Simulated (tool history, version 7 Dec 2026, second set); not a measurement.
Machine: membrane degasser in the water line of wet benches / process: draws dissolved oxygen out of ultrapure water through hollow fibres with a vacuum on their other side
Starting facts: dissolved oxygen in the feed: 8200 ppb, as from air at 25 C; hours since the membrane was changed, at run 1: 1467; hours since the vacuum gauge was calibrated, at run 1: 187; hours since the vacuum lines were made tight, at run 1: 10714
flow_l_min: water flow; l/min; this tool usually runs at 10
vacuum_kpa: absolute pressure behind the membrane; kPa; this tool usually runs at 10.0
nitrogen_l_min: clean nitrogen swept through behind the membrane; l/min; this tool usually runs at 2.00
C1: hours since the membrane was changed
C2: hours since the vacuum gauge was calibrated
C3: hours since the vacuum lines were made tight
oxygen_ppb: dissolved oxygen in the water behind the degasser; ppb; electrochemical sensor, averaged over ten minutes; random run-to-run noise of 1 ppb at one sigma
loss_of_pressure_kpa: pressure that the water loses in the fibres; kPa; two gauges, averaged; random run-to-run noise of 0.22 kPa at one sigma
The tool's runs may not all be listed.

run 1 hour=0.0 | flow_l_min=10 vacuum_kpa=10.0 nitrogen_l_min=2.00 | C1=1467 C2=187 C3=10714 | oxygen_ppb=104.9 loss_of_pressure_kpa=54.85
run 2 hour=50.2 | flow_l_min=10 vacuum_kpa=10.0 nitrogen_l_min=2.00 | C1=1517 C2=238 C3=10764 | oxygen_ppb=106.8 loss_of_pressure_kpa=55.53
run 3 hour=129.7 | flow_l_min=10 vacuum_kpa=10.0 nitrogen_l_min=2.00 | C1=1597 C2=317 C3=10843 | oxygen_ppb=104.8 loss_of_pressure_kpa=55.31
run 4 hour=206.6 | flow_l_min=10 vacuum_kpa=10.0 nitrogen_l_min=2.00 | C1=1674 C2=394 C3=10920 | oxygen_ppb=106.7 loss_of_pressure_kpa=55.41
run 5 hour=298.0 | flow_l_min=10 vacuum_kpa=10.0 nitrogen_l_min=2.00 | C1=1765 C2=485 C3=11012 | oxygen_ppb=103.8 loss_of_pressure_kpa=55.54
run 6 hour=343.6 | flow_l_min=10 vacuum_kpa=8.4 nitrogen_l_min=2.00 | C1=1811 C2=531 C3=11057 | oxygen_ppb=84.4 loss_of_pressure_kpa=55.46
run 7 hour=394.5 | flow_l_min=10 vacuum_kpa=8.4 nitrogen_l_min=2.00 | C1=1861 C2=582 C3=11108 | oxygen_ppb=84.7 loss_of_pressure_kpa=55.55
run 8 hour=439.8 | flow_l_min=15 vacuum_kpa=10.0 nitrogen_l_min=2.00 | C1=1907 C2=627 C3=11154 | oxygen_ppb=177.2 loss_of_pressure_kpa=83.77
run 9 hour=501.2 | flow_l_min=15 vacuum_kpa=10.0 nitrogen_l_min=2.00 | C1=1968 C2=688 C3=11215 | oxygen_ppb=180.0 loss_of_pressure_kpa=83.40
run 10 hour=580.2 | flow_l_min=15 vacuum_kpa=10.0 nitrogen_l_min=2.00 | C1=2047 C2=768 C3=11294 | oxygen_ppb=180.2 loss_of_pressure_kpa=83.14
run 11 hour=655.5 | flow_l_min=10 vacuum_kpa=10.0 nitrogen_l_min=2.00 | C1=2122 C2=843 C3=11369 | oxygen_ppb=105.9 loss_of_pressure_kpa=55.49
run 12 hour=718.5 | flow_l_min=10 vacuum_kpa=10.0 nitrogen_l_min=2.00 | C1=2185 C2=906 C3=11432 | oxygen_ppb=105.4 loss_of_pressure_kpa=55.70
-- hour=723.5 vacuum gauge calibrated
run 13 hour=793.8 | flow_l_min=10 vacuum_kpa=10.0 nitrogen_l_min=2.00 | C1=2260 C2=70 C3=11507 | oxygen_ppb=106.2 loss_of_pressure_kpa=55.81
run 14 hour=845.1 | flow_l_min=10 vacuum_kpa=10.0 nitrogen_l_min=2.00 | C1=2311 C2=122 C3=11558 | oxygen_ppb=109.1 loss_of_pressure_kpa=55.88
run 15 hour=896.8 | flow_l_min=10 vacuum_kpa=10.0 nitrogen_l_min=2.00 | C1=2363 C2=173 C3=11610 | oxygen_ppb=105.6 loss_of_pressure_kpa=55.93
run 16 hour=979.7 | flow_l_min=10 vacuum_kpa=10.0 nitrogen_l_min=2.00 | C1=2446 C2=256 C3=11693 | oxygen_ppb=106.8 loss_of_pressure_kpa=55.72
run 17 hour=1041.8 | flow_l_min=6 vacuum_kpa=12.5 nitrogen_l_min=3.79 | C1=2508 C2=318 C3=11755 | oxygen_ppb=46.7 loss_of_pressure_kpa=33.57
run 18 hour=1087.4 | flow_l_min=13 vacuum_kpa=12.5 nitrogen_l_min=3.66 | C1=2554 C2=364 C3=11801 | oxygen_ppb=121.0 loss_of_pressure_kpa=71.89
run 19 hour=1160.2 | flow_l_min=8 vacuum_kpa=21.0 nitrogen_l_min=1.17 | C1=2627 C2=437 C3=11873 | oxygen_ppb=323.4 loss_of_pressure_kpa=44.46
-- hour=1188.3 seals of the vacuum lines changed
-- hour=1236.3 vacuum gauge calibrated, once more
run 20 hour=1248.6 | flow_l_min=14 vacuum_kpa=21.0 nitrogen_l_min=1.17 | C1=2712 C2=12 C3=60 | oxygen_ppb=514.1 loss_of_pressure_kpa=78.42
run 21 hour=1287.0 | flow_l_min=8 vacuum_kpa=11.3 nitrogen_l_min=1.53 | C1=2751 C2=51 C3=98 | oxygen_ppb=110.6 loss_of_pressure_kpa=45.06
run 22 hour=1370.9 | flow_l_min=8 vacuum_kpa=10.0 nitrogen_l_min=2.00 | C1=2835 C2=135 C3=182 | oxygen_ppb=74.1 loss_of_pressure_kpa=44.78
run 23 hour=1411.4 | flow_l_min=7 vacuum_kpa=10.0 nitrogen_l_min=2.00 | C1=2875 C2=175 C3=223 | oxygen_ppb=63.0 loss_of_pressure_kpa=39.08
run 24 hour=1453.9 | flow_l_min=7 vacuum_kpa=10.0 nitrogen_l_min=2.00 | C1=2918 C2=218 C3=265 | oxygen_ppb=63.5 loss_of_pressure_kpa=38.96
run 25 hour=1491.6 | flow_l_min=7 vacuum_kpa=6.2 nitrogen_l_min=1.23 | C1=2956 C2=255 C3=303 | oxygen_ppb=45.9 loss_of_pressure_kpa=39.24
run 26 hour=1539.0 | flow_l_min=7 vacuum_kpa=6.2 nitrogen_l_min=1.23 | C1=3003 C2=303 C3=350 | oxygen_ppb=46.4 loss_of_pressure_kpa=38.85
run 27 hour=1607.9 | flow_l_min=7 vacuum_kpa=6.2 nitrogen_l_min=1.23 | C1=3072 C2=372 C3=419 | oxygen_ppb=45.5 loss_of_pressure_kpa=39.07
run 28 hour=1687.6 | flow_l_min=10 vacuum_kpa=14.6 nitrogen_l_min=3.57 | C1=3152 C2=451 C3=499 | oxygen_ppb=95.5 loss_of_pressure_kpa=55.93
run 29 hour=1771.7 | flow_l_min=10 vacuum_kpa=13.0 nitrogen_l_min=2.00 | C1=3236 C2=535 C3=583 | oxygen_ppb=134.0 loss_of_pressure_kpa=55.97

Forecast each of these 3 alternatives for the next run:
run A hour=1828.7 | flow_l_min=10 vacuum_kpa=14.4 nitrogen_l_min=2.00 | C1=3293 C2=592 C3=640 | oxygen_ppb=? loss_of_pressure_kpa=?
run B hour=1828.7 | flow_l_min=10 vacuum_kpa=13.0 nitrogen_l_min=1.41 | C1=3293 C2=592 C3=640 | oxygen_ppb=? loss_of_pressure_kpa=?
run C hour=1828.7 | flow_l_min=12 vacuum_kpa=10.0 nitrogen_l_min=2.00 | C1=3293 C2=592 C3=640 | oxygen_ppb=? loss_of_pressure_kpa=?

run=A oxygen_ppb=151.8 loss_of_pressure_kpa=56.36
run=B oxygen_ppb=183.3 loss_of_pressure_kpa=56.23
run=C oxygen_ppb=125.1 loss_of_pressure_kpa=66.97
What these runs would have given with no unlogged condition in the tool:
run=A oxygen_ppb=148.7 loss_of_pressure_kpa=55.41
run=B oxygen_ppb=179.9 loss_of_pressure_kpa=55.29
run=C oxygen_ppb=121.5 loss_of_pressure_kpa=65.84
